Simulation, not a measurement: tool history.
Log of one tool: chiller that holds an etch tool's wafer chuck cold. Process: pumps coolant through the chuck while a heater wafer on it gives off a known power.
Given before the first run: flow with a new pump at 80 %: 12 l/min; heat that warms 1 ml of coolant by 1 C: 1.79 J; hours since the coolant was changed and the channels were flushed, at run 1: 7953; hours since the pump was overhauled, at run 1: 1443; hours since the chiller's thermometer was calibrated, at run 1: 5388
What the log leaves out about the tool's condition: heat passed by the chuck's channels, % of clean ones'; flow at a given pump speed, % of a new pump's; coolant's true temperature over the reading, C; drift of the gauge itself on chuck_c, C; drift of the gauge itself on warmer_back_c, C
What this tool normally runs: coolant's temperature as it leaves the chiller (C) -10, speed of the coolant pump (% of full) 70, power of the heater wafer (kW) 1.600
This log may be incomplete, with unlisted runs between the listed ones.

| run | hour | coolant's temperature as it leaves the chiller (C) | speed of the coolant pump (% of full) | power of the heater wafer (kW) | hours since the coolant was changed and the channels were flushed | hours since the pump was overhauled | hours since the chiller's thermometer was calibrated | chuck's temperature once it has settled (C) | how much warmer the coolant comes back (C) |
|---|---|---|---|---|---|---|---|---|---|
| 1 | 0.0 | -10 | 70 | 1.600 | 7953 | 1443 | 5388 | 6.1 | 5.19 |
| 2 | 29.6 | -10 | 70 | 1.600 | 7982 | 1473 | 5418 | 6.3 | 5.17 |
| 3 | 58.7 | -10 | 70 | 1.600 | 8011 | 1502 | 5447 | 6.4 | 5.19 |
| 4 | 78.5 | -10 | 70 | 1.600 | 8031 | 1521 | 5467 | 6.2 | 5.17 |
| 5 | 107.0 | -10 | 70 | 1.600 | 8060 | 1550 | 5495 | 6.3 | 5.17 |
| 6 | 133.6 | -10 | 70 | 1.600 | 8086 | 1576 | 5522 | 6.1 | 5.21 |
| 7 | 159.4 | -10 | 70 | 1.600 | 8112 | 1602 | 5548 | 6.4 | 5.21 |
| 8 | 185.6 | -10 | 70 | 1.600 | 8138 | 1629 | 5574 | 6.4 | 5.23 |
| 9 | 205.3 | -10 | 70 | 1.600 | 8158 | 1648 | 5594 | 6.4 | 5.20 |
| 10 | 241.3 | -10 | 70 | 1.600 | 8194 | 1684 | 5630 | 6.4 | 5.19 |
| 11 | 276.1 | -10 | 70 | 1.600 | 8229 | 1719 | 5664 | 6.4 | 5.18 |
| 12 | 306.7 | -10 | 70 | 1.600 | 8259 | 1750 | 5695 | 6.3 | 5.21 |
| 13 | 322.0 | -10 | 70 | 1.600 | 8275 | 1765 | 5710 | 6.4 | 5.17 |
| 14 | 341.5 | -10 | 70 | 1.600 | 8294 | 1784 | 5730 | 6.5 | 5.22 |
| 15 | 360.4 | -10 | 70 | 1.600 | 8313 | 1803 | 5749 | 6.4 | 5.15 |
| 16 | 389.2 | -10 | 70 | 1.600 | 8342 | 1832 | 5777 | 6.3 | 5.18 |
| 17 | 412.5 | -2 | 83 | 1.196 | 8365 | 1855 | 5801 | 8.9 | 3.27 |
| 18 | 430.6 | -2 | 83 | 1.196 | 8383 | 1874 | 5819 | 8.9 | 3.33 |
| 19 | 456.5 | -5 | 67 | 1.397 | 8409 | 1899 | 5845 | 9.9 | 4.76 |
| 20 | 487.0 | -7 | 79 | 0.834 | 8440 | 1930 | 5875 | 1.0 | 2.40 |
| 21 | 517.6 | -10 | 87 | 1.600 | 8470 | 1961 | 5906 | 4.0 | 4.14 |
|  | 537.3 | chiller's thermometer calibrated |
| 22 | 537.3 | -2 | 66 | 1.036 | 8489 | 1979 | 0 | 8.8 | 3.57 |
| 23 | 555.1 | -12 | 69 | 2.181 | 8507 | 1997 | 18 | 10.2 | 7.17 |
| 24 | 586.9 | -17 | 70 | 1.600 | 8539 | 2029 | 50 | -0.8 | 5.17 |
| 25 | 615.5 | -10 | 87 | 0.816 | 8567 | 2057 | 78 | -3.0 | 2.15 |
| 26 | 642.8 | -9 | 79 | 1.385 | 8594 | 2085 | 106 | 4.0 | 4.00 |
| 27 | 672.7 | -16 | 67 | 1.092 | 8624 | 2115 | 135 | -4.6 | 3.67 |
| 28 | 701.9 | -10 | 70 | 1.553 | 8654 | 2144 | 165 | 5.8 | 5.09 |
| 29 | 733.5 | -13 | 69 | 1.575 | 8685 | 2175 | 196 | 3.2 | 5.17 |
| 30 | 749.0 | 0 | 61 | 1.435 | 8701 | 2191 | 212 | 16.0 | 5.41 |
| 31 | 774.2 | 0 | 61 | 1.435 | 8726 | 2216 | 237 | 16.4 | 5.33 |

How would selected steps in chuck's temperature once it has settled (C) from run to run divide? Give the signed amount a tool lacking its hidden state would still show from settings, what came in and random variation, and the signed amount left for the hidden state, including any gauge scatter that is not in both of the compared results.
Run 19 -> 20: coolant's temperature as it leaves the chiller (C) -5 -> -7, speed of the coolant pump (% of full) 67 -> 79, power of the heater wafer (kW) 1.397 -> 0.834. chuck's temperature once it has settled (C) -8.9: hidden state -1.1, all else -7.8.
Run 22 -> 23: coolant's temperature as it leaves the chiller (C) -2 -> -12, speed of the coolant pump (% of full) 66 -> 69, power of the heater wafer (kW) 1.036 -> 2.181. chuck's temperature once it has settled (C) +1.4: hidden state +1.8, all else -0.4.
Run 23 -> 24: coolant's temperature as it leaves the chiller (C) -12 -> -17, speed of the coolant pump (% of full) 69 -> 70, power of the heater wafer (kW) 2.181 -> 1.600. chuck's temperature once it has settled (C) -11.0: hidden state -0.9, all else -10.1.
Run 24 -> 25: coolant's temperature as it leaves the chiller (C) -17 -> -10, speed of the coolant pump (% of full) 70 -> 87, power of the heater wafer (kW) 1.600 -> 0.816. chuck's temperature once it has settled (C) -2.2: hidden state -1.4, all else -0.8.
Run 27 -> 28: coolant's temperature as it leaves the chiller (C) -16 -> -10, speed of the coolant pump (% of full) 67 -> 70, power of the heater wafer (kW) 1.092 -> 1.553. chuck's temperature once it has settled (C) +10.4: hidden state +0.7, all else +9.7.
Run 29 -> 30: coolant's temperature as it leaves the chiller (C) -13 -> 0, speed of the coolant pump (% of full) 69 -> 61, power of the heater wafer (kW) 1.575 -> 1.435. chuck's temperature once it has settled (C) +12.8: hidden state +0.0, all else +12.8.
